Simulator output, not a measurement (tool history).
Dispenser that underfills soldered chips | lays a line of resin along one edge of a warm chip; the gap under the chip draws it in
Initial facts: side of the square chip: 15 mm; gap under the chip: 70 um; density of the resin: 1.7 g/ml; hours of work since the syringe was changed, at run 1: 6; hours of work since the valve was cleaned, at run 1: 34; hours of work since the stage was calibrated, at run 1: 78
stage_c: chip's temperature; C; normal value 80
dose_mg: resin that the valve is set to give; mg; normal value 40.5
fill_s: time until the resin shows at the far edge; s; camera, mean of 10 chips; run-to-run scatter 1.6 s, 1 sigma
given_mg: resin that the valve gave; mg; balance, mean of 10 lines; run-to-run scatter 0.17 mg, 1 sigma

run   hour  stage_c  dose_mg  hours of work since the syringe was changed  hours of work since the valve was cleaned  hours of work since the stage was calibrated  fill_s  given_mg
  1    0.0       80     40.5                                            6                                         34                                            78   209.8     39.04
  2    2.4       80     49.2                                            7                                         36                                            80   223.7     47.43
  3    5.8       80     49.2                                            9                                         38                                            82   248.8     47.20
       7.8  -- new syringe of resin
  4    9.2       80     49.2                                            1                                         40                                            84   162.0     47.35
      10.4  -- dispensing valve cleaned and set on the balance
  5   14.2       80     49.2                                            4                                          3                                            87   183.6     49.38
  6   18.8       80     49.2                                            7                                          6                                            90   211.9     49.20
  7   22.6       87     49.2                                            9                                          8                                            93   199.5     49.11
      24.8  -- new syringe of resin
  8   28.0       87     49.2                                            2                                         12                                            96   140.5     48.87
  9   32.2       87     49.2                                            5                                         15                                            99   158.5     48.62
 10   35.9       87     49.2                                            8                                         17                                           101   185.3     48.79
 11   38.2       80     45.8                                            9                                         19                                           103   254.2     45.06
      40.7  -- new syringe of resin
 12   42.6       80     40.5                                            1                                         21                                           106   167.3     39.68
 13   45.3       80     40.5                                            3                                         23                                           108   179.5     39.58
 14   49.0       80     40.5                                            6                                         26                                           110   205.1     39.72
 15   53.9       80     40.5                                            9                                         29                                           113   240.3     39.73
      56.5  -- new syringe of resin
 16   58.1       80     40.5                                            1                                         32                                           116   172.1     39.55
 17   62.5       80     45.5                                            4                                         35                                           119   192.7     44.14
 18   65.8       80     45.5                                            6                                         37                                           121   219.3     44.21
      71.8  -- dispensing valve cleaned and set on the balance
 19   71.8       80     45.5                                           10                                          0                                           125   258.8     45.18
      73.2  -- new syringe of resin
 20   74.6       83     41.1                                            1                                          2                                           126   150.0     41.02
 21   77.7       83     41.1                                            3                                          4                                           128   168.6     41.13
 22   79.8       83     41.1                                            5                                          5                                           130   178.4     40.82
 23   82.3       92     38.3                                            6                                          7                                           132   150.9     37.97
 24   86.0       81     42.4                                            9                                          9                                           134   236.1     41.81
      89.2  -- new syringe of resin
 25   90.3       81     42.4                                            1                                         12                                           137   160.8     42.10
 26   94.2       81     42.4                                            3                                         15                                           140   184.8     41.84
 27   96.8       83     40.6                                            5                                         17                                           141   191.9     40.12
 28  101.2       78     35.5                                            8                                         20                                           144   268.3     34.62
     105.1  -- new syringe of resin
 29  105.7       74     39.4                                            0                                         22                                           147   204.6     38.66
 30  110.6       94     46.2                                            4                                         26                                           150   125.4     44.99
 31  113.3       88     38.9                                            6                                         28                                           152   171.4     37.84
 32  116.0       65     44.7                                            7                                         29                                           154   383.0     43.62
 33  118.8       69     34.5                                            9                                         31                                           156   385.0     33.37
     120.9  -- new syringe of resin
 34  121.6       69     34.5                                            0                                         33                                           158   247.9     33.20
 35  125.4       69     34.5                                            3                                         36                                           160   283.1     33.27

Below, each run's measurement less what the same run would have read without the hidden state. Both values contain the same run-to-run variation, but the gauge's scatter may not be the same in both:
Hidden state present: resin's viscosity, % of fresh resin's; dose that the valve gives, % of what is set; true chip temperature over the reading, C; drift of the gauge itself on fill_s, %; drift of the gauge itself on given_mg, %.
run  fill_s  given_mg
  1   +56.8     -1.42
  2   +72.6     -1.80
  3   +98.7     -1.91
  4   +10.6     -2.00
  5   +33.2     -0.03
  6   +63.0     -0.15
  7   +76.0     -0.26
  8   +19.2     -0.43
  9   +39.6     -0.57
 10   +62.1     -0.69
 11   +97.9     -0.71
 12   +12.1     -0.73
 13   +27.5     -0.80
 14   +51.3     -0.88
 15   +87.3     -1.00
 16   +17.6     -1.11
 17   +42.9     -1.37
 18   +66.2     -1.47
 19  +105.7     -0.12
 20   +10.8     -0.17
 21   +27.7     -0.26
 22   +39.6     -0.32
 23   +42.5     -0.36
 24   +86.7     -0.50
 25   +13.1     -0.60
 26   +36.2     -0.70
 27   +50.2     -0.74
 28   +97.8     -0.74
 29   +15.5     -0.93
 30   +26.3     -1.23
 31   +48.3     -1.09
 32  +131.8     -1.34
 33  +156.3     -1.09
 34   +18.7     -1.13
 35   +52.5     -1.22
